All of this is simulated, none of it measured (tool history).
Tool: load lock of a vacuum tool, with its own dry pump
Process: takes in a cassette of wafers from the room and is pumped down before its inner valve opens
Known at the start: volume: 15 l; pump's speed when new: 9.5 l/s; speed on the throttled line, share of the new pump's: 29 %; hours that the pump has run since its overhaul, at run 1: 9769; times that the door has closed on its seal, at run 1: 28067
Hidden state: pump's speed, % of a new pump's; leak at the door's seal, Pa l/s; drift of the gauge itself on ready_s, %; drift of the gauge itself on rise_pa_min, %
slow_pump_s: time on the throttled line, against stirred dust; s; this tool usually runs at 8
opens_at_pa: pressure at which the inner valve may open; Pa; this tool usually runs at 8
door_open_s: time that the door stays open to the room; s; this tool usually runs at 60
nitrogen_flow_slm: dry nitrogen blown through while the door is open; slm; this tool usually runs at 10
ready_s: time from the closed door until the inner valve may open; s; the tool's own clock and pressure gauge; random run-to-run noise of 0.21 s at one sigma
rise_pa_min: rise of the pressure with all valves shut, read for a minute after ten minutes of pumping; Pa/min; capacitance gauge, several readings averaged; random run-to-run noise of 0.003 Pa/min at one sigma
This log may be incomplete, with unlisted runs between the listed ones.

run,hour,slow_pump_s,opens_at_pa,door_open_s,nitrogen_flow_slm,hours that the pump has run since its overhaul,times that the door has closed on its seal,"incoming humidity of the room's air, %",ready_s,rise_pa_min
1,0.0,8,8,60,10,9769,28067,45.9,22.4,0.158
2,409.4,8,8,60,10,10179,29607,50.8,23.1,0.173
3,602.8,8,8,60,10,10372,30334,39.6,22.8,0.167
4,952.8,8,8,60,10,10722,31650,44.7,23.0,0.180
5,1248.8,8,8,60,10,11018,32763,43.8,22.4,0.189
6,1604.9,8,8,60,10,11374,34102,44.1,23.2,0.191
7,1841.6,8,8,176,10,11611,34992,43.6,23.2,0.214
8,2054.6,8,8,60,12,11824,35793,46.2,23.5,0.198
9,2349.0,8,8,60,10,12118,36900,43.7,23.3,0.221
10,2517.9,8,8,60,5,12287,37535,42.6,23.8,0.224
11,2904.0,8,12,60,5,12673,38987,46.2,22.8,0.243
12,3202.0,8,12,60,5,12971,40107,44.6,22.5,0.249
13,3502.3,8,12,41,5,13272,41237,43.0,22.6,0.250
14,3854.0,8,8,60,10,13623,42559,44.0,23.8,0.262
15,4235.8,8,8,60,10,14005,43995,48.4,23.8,0.274
16,4425.7,8,8,60,10,14195,44709,42.8,23.8,0.279
17,4636.1,8,8,60,13,14406,45500,46.9,23.9,0.282
18,5022.8,8,8,60,13,14792,46954,42.3,24.3,0.295
19,5218.1,8,8,60,26,14988,47689,46.9,24.2,0.291
20,5427.9,8,8,60,26,15197,48477,40.7,23.9,0.293
21,5695.1,8,8,60,6,15464,49482,47.7,24.2,0.331
22,6064.2,8,8,60,6,15834,50870,42.9,24.6,0.335
23,6267.0,13,8,60,38,16036,51633,41.2,28.0,0.321
24,6546.7,13,8,60,38,16316,52685,43.9,27.9,0.330
25,6803.2,13,12,230,38,16573,53649,46.8,26.9,0.351
26,7079.0,13,12,230,38,16848,54686,42.9,27.1,0.356
27,7394.3,5,7,133,23,17164,55872,45.0,23.5,0.374
# hour 7590.2: dry pump taken out, an overhauled one fitted
28,7752.8,5,7,133,23,163,57197,43.6,19.1,0.386
29,7954.7,10,11,60,6,364,57956,43.1,21.8,0.398
30,8280.7,8,15,29,10,691,59183,46.2,19.9,0.406
31,8661.9,7,10,29,10,1072,60616,46.0,19.7,0.418
32,8998.2,7,10,29,10,1408,61881,45.7,19.9,0.422
# hour 9245.3: door's seal changed, seat wiped
33,9298.4,4,8,60,21,1707,199,45.4,18.3,0.034
34,9573.4,5,16,60,21,1982,1234,45.2,18.1,0.033
35,9908.3,8,16,60,21,2317,2493,45.3,20.0,0.044
36,10222.4,8,7,60,21,2631,3674,48.3,21.3,0.044
37,10427.8,5,13,60,6,2836,4446,42.9,18.2,0.060
38,10776.8,10,13,60,4,3185,5759,43.2,21.6,0.061

What if the next run were any one of these 3? Each begins from the tool's condition after run 38:
A,11023.3,8,8,201,10,3432,6686,45.3,?,?
B,11023.3,8,12,159,10,3432,6686,42.2,?,?
C,11023.3,8,13,224,10,3432,6686,48.8,?,?

run,ready_s,rise_pa_min
A,21.4,0.077
B,20.4,0.071
C,20.3,0.087
Without the tool's hidden state the same runs would have given:
run,ready_s,rise_pa_min
A,20.7,0.062
B,19.8,0.056
C,19.7,0.072
